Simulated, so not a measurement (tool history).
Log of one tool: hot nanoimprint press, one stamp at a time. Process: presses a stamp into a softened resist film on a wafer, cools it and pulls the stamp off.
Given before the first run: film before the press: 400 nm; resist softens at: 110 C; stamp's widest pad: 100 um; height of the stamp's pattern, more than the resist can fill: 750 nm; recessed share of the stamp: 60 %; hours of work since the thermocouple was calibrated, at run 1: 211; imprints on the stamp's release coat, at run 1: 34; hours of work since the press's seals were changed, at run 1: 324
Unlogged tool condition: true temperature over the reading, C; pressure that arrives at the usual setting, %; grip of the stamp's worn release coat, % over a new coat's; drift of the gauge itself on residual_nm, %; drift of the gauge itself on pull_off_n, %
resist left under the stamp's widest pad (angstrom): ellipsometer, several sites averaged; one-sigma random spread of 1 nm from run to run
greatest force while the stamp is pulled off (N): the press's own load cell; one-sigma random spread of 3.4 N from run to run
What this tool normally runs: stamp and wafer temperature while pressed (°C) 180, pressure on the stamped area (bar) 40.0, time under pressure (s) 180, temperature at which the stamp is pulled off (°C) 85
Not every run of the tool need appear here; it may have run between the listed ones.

run	hour	stamp and wafer temperature while pressed (°C)	pressure on the stamped area (bar)	time under pressure (s)	temperature at which the stamp is pulled off (°C)	hours of work since the thermocouple was calibrated	imprints on the stamp's release coat	hours of work since the press's seals were changed	resist left under the stamp's widest pad (angstrom)	greatest force while the stamp is pulled off (N)
1	0.0	180	40.0	180	85	211	34	324	1594	163
2	19.1	180	40.0	180	85	219	67	332	1613	163
3	42.9	180	40.0	180	85	230	108	343	1615	157
4	69.1	180	40.0	348	85	242	154	355	1213	161
5	82.6	180	40.0	348	85	248	177	361	1212	154
6	103.0	180	40.0	348	85	258	212	371	1211	164
7	116.7	180	40.0	180	73	264	236	377	1596	210
8	136.3	180	40.0	180	85	273	270	386	1589	164
9	150.0	180	29.0	180	85	279	294	392	1832	157
10	161.8	180	29.0	180	85	285	314	398	1831	158
11	183.2	180	29.0	180	85	294	351	407	1844	160
12	205.6	180	29.0	180	85	305	390	418	1836	164
13	223.1	180	29.0	180	85	313	421	426	1831	159
14	239.5	180	40.0	351	80	320	449	433	1213	184
15	256.6	180	40.0	114	85	328	478	441	1925	161
16	277.2	181	33.2	180	80	337	514	450	1638	180
17	288.2	170	59.6	180	93	343	533	455	2400	128
18	304.6	191	63.3	351	85	350	562	463	505	157
19	331.7	191	47.9	351	91	362	609	475	572	138

Run 20, settings as shown, results not yet in. Your forecast:
20	356.8	185	30.8	180	85	374	652	487	?	?

{"run 20": {"resist left under the stamp's widest pad (angstrom)": 1355, "greatest force while the stamp is pulled off (N)": 159}}
Minus the tool's unlogged condition, the same run would have read resist left under the stamp's widest pad (angstrom) 1356, greatest force while the stamp is pulled off (N) 159.
